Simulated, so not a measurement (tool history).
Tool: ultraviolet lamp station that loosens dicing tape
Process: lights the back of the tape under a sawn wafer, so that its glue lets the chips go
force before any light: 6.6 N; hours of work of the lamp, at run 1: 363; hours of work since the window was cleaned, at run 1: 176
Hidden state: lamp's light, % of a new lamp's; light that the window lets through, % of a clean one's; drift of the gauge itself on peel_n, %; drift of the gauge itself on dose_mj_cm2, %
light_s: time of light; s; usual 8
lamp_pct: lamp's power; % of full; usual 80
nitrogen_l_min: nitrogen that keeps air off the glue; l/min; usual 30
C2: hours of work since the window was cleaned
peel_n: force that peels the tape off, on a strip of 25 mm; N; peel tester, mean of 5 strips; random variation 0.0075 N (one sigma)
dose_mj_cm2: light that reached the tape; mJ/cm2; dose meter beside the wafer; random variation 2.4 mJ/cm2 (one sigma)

Run 1, day 0: usual settings; hours of work of the lamp 363; C2 176. Result: peel_n 0.327 N, dose_mj_cm2 247 mJ/cm2.
Run 2, day 0.379: usual settings; hours of work of the lamp 368; C2 181. Result: peel_n 0.321 N, dose_mj_cm2 245 mJ/cm2.
Run 3, day 0.738: usual settings; hours of work of the lamp 372; C2 186. Result: peel_n 0.337 N, dose_mj_cm2 242 mJ/cm2.
Run 4, day 1.146: usual settings but nitrogen_l_min 41 l/min; hours of work of the lamp 378; C2 192. Result: peel_n 0.273 N, dose_mj_cm2 243 mJ/cm2.
Run 5, day 1.771: usual settings but nitrogen_l_min 41 l/min; hours of work of the lamp 386; C2 200. Result: peel_n 0.278 N, dose_mj_cm2 242 mJ/cm2.
Run 6, day 2.438: usual settings but nitrogen_l_min 41 l/min; hours of work of the lamp 395; C2 209. Result: peel_n 0.27 N, dose_mj_cm2 238 mJ/cm2.
Run 7, day 3.025: usual settings but nitrogen_l_min 41 l/min; hours of work of the lamp 403; C2 217. Result: peel_n 0.284 N, dose_mj_cm2 240 mJ/cm2.
Run 8, day 3.512: usual settings but nitrogen_l_min 41 l/min; hours of work of the lamp 409; C2 223. Result: peel_n 0.283 N, dose_mj_cm2 241 mJ/cm2.
Run 9, day 3.979: usual settings but light_s 9 s, nitrogen_l_min 41 l/min; hours of work of the lamp 415; C2 229. Result: peel_n 0.241 N, dose_mj_cm2 269 mJ/cm2.
Run 10, day 4.55: usual settings but light_s 9 s, nitrogen_l_min 41 l/min; hours of work of the lamp 423; C2 237. Result: peel_n 0.239 N, dose_mj_cm2 271 mJ/cm2.
Run 11, day 5.196: usual settings but light_s 9 s, nitrogen_l_min 41 l/min; hours of work of the lamp 432; C2 245. Result: peel_n 0.241 N, dose_mj_cm2 268 mJ/cm2.
Run 12, day 5.683: usual settings but nitrogen_l_min 11 l/min; hours of work of the lamp 438; C2 252. Result: peel_n 0.709 N, dose_mj_cm2 240 mJ/cm2.
Run 13, day 6.362: usual settings but nitrogen_l_min 11 l/min; hours of work of the lamp 447; C2 261. Result: peel_n 0.695 N, dose_mj_cm2 241 mJ/cm2.
Run 14, day 6.838: usual settings but nitrogen_l_min 11 l/min; hours of work of the lamp 453; C2 267. Result: peel_n 0.71 N, dose_mj_cm2 237 mJ/cm2.
Run 15, day 7.329: usual settings but nitrogen_l_min 11 l/min; hours of work of the lamp 460; C2 274. Result: peel_n 0.708 N, dose_mj_cm2 235 mJ/cm2.
Run 16, day 7.804: usual settings but nitrogen_l_min 11 l/min; hours of work of the lamp 466; C2 280. Result: peel_n 0.725 N, dose_mj_cm2 240 mJ/cm2.
Run 17, day 8.317: usual settings but nitrogen_l_min 11 l/min; hours of work of the lamp 473; C2 287. Result: peel_n 0.71 N, dose_mj_cm2 237 mJ/cm2.
Run 18, day 8.738: usual settings but nitrogen_l_min 11 l/min; hours of work of the lamp 479; C2 292. Result: peel_n 0.752 N, dose_mj_cm2 236 mJ/cm2.
Run 19, day 9.433: usual settings but nitrogen_l_min 11 l/min; hours of work of the lamp 488; C2 302. Result: peel_n 0.738 N, dose_mj_cm2 238 mJ/cm2.
Run 20, day 9.788: usual settings but lamp_pct 83 % of full, nitrogen_l_min 42 l/min; hours of work of the lamp 493; C2 306. Result: peel_n 0.277 N, dose_mj_cm2 246 mJ/cm2.
At day 9.842: window cleaned of glue's vapour.
Run 21, day 10.288: usual settings but light_s 14 s, lamp_pct 75 % of full, nitrogen_l_min 20 l/min; hours of work of the lamp 499; C2 6. Result: peel_n 0.212 N, dose_mj_cm2 378 mJ/cm2.
Run 22, day 10.862: usual settings but light_s 13 s, lamp_pct 88 % of full, nitrogen_l_min 42 l/min; hours of work of the lamp 507; C2 14. Result: peel_n 0.176 N, dose_mj_cm2 401 mJ/cm2.
Run 23, day 11.379: usual settings but light_s 13 s, lamp_pct 88 % of full, nitrogen_l_min 42 l/min; hours of work of the lamp 513; C2 20. Result: peel_n 0.182 N, dose_mj_cm2 401 mJ/cm2.
Run 24, day 12.096: usual settings but lamp_pct 65 % of full; hours of work of the lamp 523; C2 30. Result: peel_n 0.539 N, dose_mj_cm2 185 mJ/cm2.
At day 12.788: window cleaned of glue's vapour, once more.
Run 25, day 12.85: usual settings but lamp_pct 65 % of full; hours of work of the lamp 533; C2 1. Result: peel_n 0.466 N, dose_mj_cm2 201 mJ/cm2.
Run 26, day 13.275: usual settings but light_s 4 s, lamp_pct 88 % of full, nitrogen_l_min 12 l/min; hours of work of the lamp 538; C2 7. Result: peel_n 1.648 N, dose_mj_cm2 136 mJ/cm2.
Run 27, day 13.983: usual settings but light_s 11 s, lamp_pct 85 % of full, nitrogen_l_min 20 l/min; hours of work of the lamp 548; C2 16. Result: peel_n 0.239 N, dose_mj_cm2 359 mJ/cm2.
Run 28, day 14.35: usual settings but light_s 5 s, nitrogen_l_min 10 l/min; hours of work of the lamp 553; C2 21. Result: peel_n 1.563 N, dose_mj_cm2 155 mJ/cm2.
Run 29, day 15: usual settings but light_s 5 s, nitrogen_l_min 10 l/min; hours of work of the lamp 561; C2 29. Result: peel_n 1.544 N, dose_mj_cm2 152 mJ/cm2.
Run 30, day 15.721: usual settings but light_s 5 s, nitrogen_l_min 10 l/min; hours of work of the lamp 571; C2 39. Result: peel_n 1.612 N, dose_mj_cm2 150 mJ/cm2.
Run 31, day 16.271: usual settings but light_s 5 s, nitrogen_l_min 10 l/min; hours of work of the lamp 578; C2 46. Result: peel_n 1.543 N, dose_mj_cm2 152 mJ/cm2.
Run 32, day 16.808: usual settings but light_s 5 s, nitrogen_l_min 37 l/min; hours of work of the lamp 585; C2 53. Result: peel_n 0.691 N, dose_mj_cm2 148 mJ/cm2.
Run 33, day 17.212: usual settings but lamp_pct 64 % of full; hours of work of the lamp 591; C2 59. Result: peel_n 0.497 N, dose_mj_cm2 190 mJ/cm2.
Run 34, day 17.508: usual settings but light_s 6 s, lamp_pct 71 % of full, nitrogen_l_min 10 l/min; hours of work of the lamp 595; C2 63. Result: peel_n 1.441 N, dose_mj_cm2 158 mJ/cm2.
Run 35, day 18.008: usual settings but light_s 6 s, lamp_pct 85 % of full, nitrogen_l_min 10 l/min; hours of work of the lamp 601; C2 69. Result: peel_n 1.137 N, dose_mj_cm2 194 mJ/cm2.
Run 36, day 18.717: usual settings but light_s 15 s, lamp_pct 75 % of full, nitrogen_l_min 15 l/min; hours of work of the lamp 611; C2 79. Result: peel_n 0.222 N, dose_mj_cm2 424 mJ/cm2.

Forecast each of these 4 alternatives for the next run:
Run A, day 19.225: usual settings but light_s 9 s, nitrogen_l_min 13 l/min; hours of work of the lamp 617; C2 86. Result: peel_n ?, dose_mj_cm2 ?.
Run B, day 19.225: usual settings but light_s 15 s, lamp_pct 73 % of full, nitrogen_l_min 15 l/min; hours of work of the lamp 617; C2 86. Result: peel_n ?, dose_mj_cm2 ?.
Run C, day 19.225: usual settings but light_s 15 s, lamp_pct 96 % of full; hours of work of the lamp 617; C2 86. Result: peel_n ?, dose_mj_cm2 ?.
Run D, day 19.225: usual settings but light_s 15 s, lamp_pct 98 % of full, nitrogen_l_min 15 l/min; hours of work of the lamp 617; C2 86. Result: peel_n ?, dose_mj_cm2 ?.

run  peel_n  dose_mj_cm2
  A   0.484          270
  B   0.224          414
  C   0.171          537
  D   0.188          551
Without the tool's hidden state the same runs would have given:
run  peel_n  dose_mj_cm2
  A   0.394          300
  B   0.204          460
  C    0.17          597
  D   0.183          612
